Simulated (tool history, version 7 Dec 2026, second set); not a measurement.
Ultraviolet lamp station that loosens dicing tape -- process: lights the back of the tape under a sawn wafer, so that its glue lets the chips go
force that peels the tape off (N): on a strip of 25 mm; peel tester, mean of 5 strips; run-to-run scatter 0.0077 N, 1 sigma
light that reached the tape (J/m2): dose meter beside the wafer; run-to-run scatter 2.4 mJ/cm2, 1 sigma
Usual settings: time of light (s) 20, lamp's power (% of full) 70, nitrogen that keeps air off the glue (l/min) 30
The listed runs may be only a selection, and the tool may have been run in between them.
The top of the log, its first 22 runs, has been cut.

run	hour	time of light (s)	lamp's power (% of full)	nitrogen that keeps air off the glue (l/min)	force that peels the tape off (N)	light that reached the tape (J/m2)
23	262.3	29	99	30	0.222	4320
24	278	29	99	30	0.221	4350
25	291.8	39	67	58	0.219	3900
26	301.8	11	91	47	0.46	1480
27	315.5	12	65	12	1.43	1130
28	325.2	33	83	33	0.236	4050
29	342	20	79	24	0.371	2270
30	358.1	15	80	24	0.554	1740
31	368.6	10	67	40	0.987	1000
32	376.7	10	67	40	0.964	990
33	384.5	28	61	30	0.313	2410
34	401.3	28	61	30	0.31	2430
35	408.2	17	88	10	0.764	2130
# hour 412.3: window cleaned of glue's vapour
36	422.4	17	88	10	0.63	2330
37	436.6	15	93	27	0.365	2150
38	449.2	26	75	15	0.341	2990
39	464.3	12	70	30	0.757	1300
40	479	20	97	14	0.363	2960
41	488	20	97	14	0.345	3000

Alternative continuations, all from the tool just after run 41; predict every row:
A	498.3	20	89	12	?	?
B	498.3	36	78	42	?	?
C	498.3	32	74	33	?	?
D	498.3	20	70	29	?	?
E	498.3	29	97	14	?	?

run	force that peels the tape off (N)	light that reached the tape (J/m2)
A	0.451	2680
B	0.22	4270
C	0.233	3590
D	0.364	2130
E	0.245	4260
What these runs would have given with no unlogged condition in the tool:
run	force that peels the tape off (N)	light that reached the tape (J/m2)
A	0.351	3210
B	0.219	5110
C	0.226	4290
D	0.295	2550
E	0.228	5090
